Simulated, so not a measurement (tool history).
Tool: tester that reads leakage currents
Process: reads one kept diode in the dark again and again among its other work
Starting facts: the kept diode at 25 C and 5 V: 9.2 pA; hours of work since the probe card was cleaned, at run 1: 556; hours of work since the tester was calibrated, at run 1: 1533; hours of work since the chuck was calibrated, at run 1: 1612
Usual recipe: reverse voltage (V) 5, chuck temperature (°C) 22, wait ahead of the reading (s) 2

run      day  reverse voltage (V)  chuck temperature (°C)  wait ahead of the reading (s)  hours of work since the probe card was cleaned  hours of work since the tester was calibrated  hours of work since the chuck was calibrated  current that the tester gives (pA)
  1        0                    5                      22                              2                                             556                                           1533                                          1612                                7.24
  2    3.621                    5                      22                              2                                             609                                           1586                                          1666                                7.27
  3    7.146                    5                      22                              2                                             661                                           1638                                          1718                                7.24
  4    9.821                    5                      22                           1.65                                             701                                           1678                                          1757                                7.34
  5   14.675                    5                      22                           1.65                                             772                                           1750                                          1829                                 7.3
  6   18.175                    5                      22                           1.65                                             824                                           1801                                          1880                                7.28
  7   22.146                    5                      22                           1.65                                             883                                           1860                                          1939                                7.33
  8   25.054                    5                      22                           1.65                                             926                                           1903                                          1982                                7.38
  9   28.033                    5                      20                              2                                             970                                           1947                                          2026                                6.02
 10   32.038                    5                      52                              2                                            1029                                           2006                                          2085                              101.84
 11    36.45                    5                      22                              2                                            1094                                           2071                                          2150                                7.28
 12   40.088                    5                      22                              2                                            1147                                           2124                                          2204                                7.31
 13   44.317                    5                      22                              2                                            1210                                           2187                                          2266                                7.23
 14   47.054                    5                      22                              2                                            1250                                           2227                                          2306                                 7.3
 15   51.842                    5                      22                              2                                            1321                                           2298                                          2377                                7.28
      53.571  -- chuck's temperature calibrated
 16     55.9                  3.5                      31                           1.05                                            1379                                           2356                                            34                               15.07
      57.658  -- probe card cleaned and baked
 17   58.146                  3.5                      31                           1.05                                               7                                           2388                                            66                               14.98
 18   61.104                  3.5                      31                           1.05                                              51                                           2431                                           109                               14.91
 19   65.312                   13                      21                            5.2                                             113                                           2493                                           171                                8.95
 20   68.979                 1.95                      32                           2.44                                             167                                           2548                                           225                               13.51
 21   72.029                 1.95                      32                           2.44                                             212                                           2593                                           270                               13.37
 22   75.917                 1.95                      32                           1.99                                             269                                           2650                                           328                               13.54
 23   78.629                 9.66                      32                           4.66                                             309                                           2690                                           368                               22.44
 24   81.188                 8.02                      25                           9.46                                             347                                           2728                                           406                               11.03
 25   85.892                 8.02                      25                           9.46                                             416                                           2797                                           475                               11.01
 26   90.629                    5                      26                           2.45                                             486                                           2867                                           545                               10.49
 27   94.233                  4.9                      41                           1.76                                             540                                           2920                                           598                               40.35
 28   98.567                  4.9                      41                           1.76                                             604                                           2984                                           662                               40.33
 29  100.696                  4.9                      41                           1.76                                             635                                           3015                                           693                               40.22
 30  104.638                    5                      21                              2                                             693                                           3074                                           751                                6.63

Entry by entry between the runs, the difference in hidden state between the last listed run before and the first listed run after:
Run 15 -> run 16: chuck's temperature calibrated (day 53.571)
  no hidden state differs between the two runs
Run 16 -> run 17: probe card cleaned and baked (day 57.658)
  stray current of the dirty probe card, pA a volt: 0.022 -> 0.02

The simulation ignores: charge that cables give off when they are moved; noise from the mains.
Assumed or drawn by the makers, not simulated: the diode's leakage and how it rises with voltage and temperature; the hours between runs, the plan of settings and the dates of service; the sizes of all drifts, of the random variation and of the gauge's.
